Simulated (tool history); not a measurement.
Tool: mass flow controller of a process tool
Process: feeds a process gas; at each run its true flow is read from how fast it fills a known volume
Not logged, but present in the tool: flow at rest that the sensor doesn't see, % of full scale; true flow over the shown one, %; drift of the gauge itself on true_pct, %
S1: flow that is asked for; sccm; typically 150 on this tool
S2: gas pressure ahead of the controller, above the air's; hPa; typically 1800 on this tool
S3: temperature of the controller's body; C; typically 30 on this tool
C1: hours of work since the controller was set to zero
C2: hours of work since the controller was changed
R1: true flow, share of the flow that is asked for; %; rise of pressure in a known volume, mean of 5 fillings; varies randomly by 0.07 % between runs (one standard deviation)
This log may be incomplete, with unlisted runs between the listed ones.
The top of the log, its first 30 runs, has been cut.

run    hour   S1    S2  S3    C1    C2     R1
 31    1570  158  2080  30   896   896  97.78
 32  1614.4  150  2620  22   921   921   97.9
 33  1679.1  150  2620  22   958   958  97.95
 34  1755.8   73  1800  30  1002  1002  97.36
 35  1795.1  249  1800  30  1025  1025   98.5
 36  1860.7  249  1800  30  1063  1063  98.48
 37  1929.8  249  1800  30  1102  1102  98.42
 38  1973.4   82  2140  22  1127  1127  97.93
 39  2049.3  170  1520  29  1171  1171  98.17
 40  2119.5  170  2410  35  1211  1211  97.47
 41  2170.3  170  2410  35  1240  1240  97.38
 42  2246.1   89  2410  35  1284  1284  96.94
 43    2309   89  2150  35  1320  1320  97.16
 44  2355.3  325  1740  35  1347  1347  98.65
 45  2430.7   52  1800  30  1390  1390  97.24
 46  2480.9  365  1800  26  1419  1419  99.18
 47  2533.3  365  1800  26  1449  1449  99.14
 48  2594.9  385  2010  36  1484  1484  98.65
 49  2640.3  247  1800  33  1510  1510  98.23

Consider 3 possible next runs. They are alternatives, not a sequence: every one starts from the tool as it was left by run 49. What does each give?
  A  2699.7  422  1800  29  1544  1544   ?
  B  2699.7  247  2770  33  1544  1544   ?
  C  2699.7  446  2190  23  1544  1544   ?

run     R1
  A   99.5
  B  97.84
  C  99.76
Without the tool's hidden state the same runs would have given:
run     R1
  A   99.5
  B  97.84
  C  99.76
